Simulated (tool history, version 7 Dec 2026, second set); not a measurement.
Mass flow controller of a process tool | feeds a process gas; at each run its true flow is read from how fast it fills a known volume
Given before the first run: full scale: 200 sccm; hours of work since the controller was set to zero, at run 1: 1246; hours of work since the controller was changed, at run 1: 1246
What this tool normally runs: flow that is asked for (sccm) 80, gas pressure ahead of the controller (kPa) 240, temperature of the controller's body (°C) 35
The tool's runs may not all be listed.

run	hour	flow that is asked for (sccm)	gas pressure ahead of the controller (kPa)	temperature of the controller's body (°C)	hours of work since the controller was set to zero	hours of work since the controller was changed	true flow (%)
1	0.0	80	240	35	1246	1246	100.26
2	397.2	80	240	35	1383	1383	100.42
3	721.5	80	240	34	1495	1495	100.67
4	1120.1	80	240	34	1632	1632	100.71
5	1315.7	80	240	34	1700	1700	100.76
6	1569.3	80	240	34	1787	1787	100.78
7	1920.7	80	240	34	1908	1908	100.94
8	2095.9	80	240	34	1968	1968	100.94
9	2354.0	80	240	35	2057	2057	101.04
10	2621.7	80	240	35	2149	2149	101.07
11	3034.0	80	240	35	2291	2291	101.40
12	3409.0	80	240	35	2420	2420	101.36
13	3766.9	80	230	35	2544	2544	101.39
14	4051.2	80	230	35	2642	2642	101.56
15	4454.4	80	230	35	2780	2780	101.63
16	4693.5	80	230	35	2863	2863	101.65
17	4868.5	80	276	35	2923	2923	102.14
18	5238.3	29	240	35	3050	3050	105.47
19	5425.3	29	240	35	3115	3115	105.76
20	5732.9	22	240	35	3221	3221	107.81
21	5910.9	80	240	29	3282	3282	102.39
22	6226.4	80	240	29	3391	3391	102.46
23	6477.3	80	197	29	3477	3477	102.18
24	6817.2	80	240	34	3594	3594	102.45
25	7049.5	80	240	34	3674	3674	102.60
26	7407.5	80	240	34	3798	3798	102.71
27	7754.7	93	240	34	3917	3917	102.47
28	8044.6	93	240	34	4017	4017	102.55
# hour 8423.4: controller's zero set anew
29	8460.7	93	208	32	13	4160	100.06

What will run 30 give?
30	8693.0	93	208	32	93	4240	?

{"run 30": {"true flow (%)": 100.05}}
Were there no unlogged condition in the tool, this run, its random variation unchanged, would have produced true flow (%) 98.72.

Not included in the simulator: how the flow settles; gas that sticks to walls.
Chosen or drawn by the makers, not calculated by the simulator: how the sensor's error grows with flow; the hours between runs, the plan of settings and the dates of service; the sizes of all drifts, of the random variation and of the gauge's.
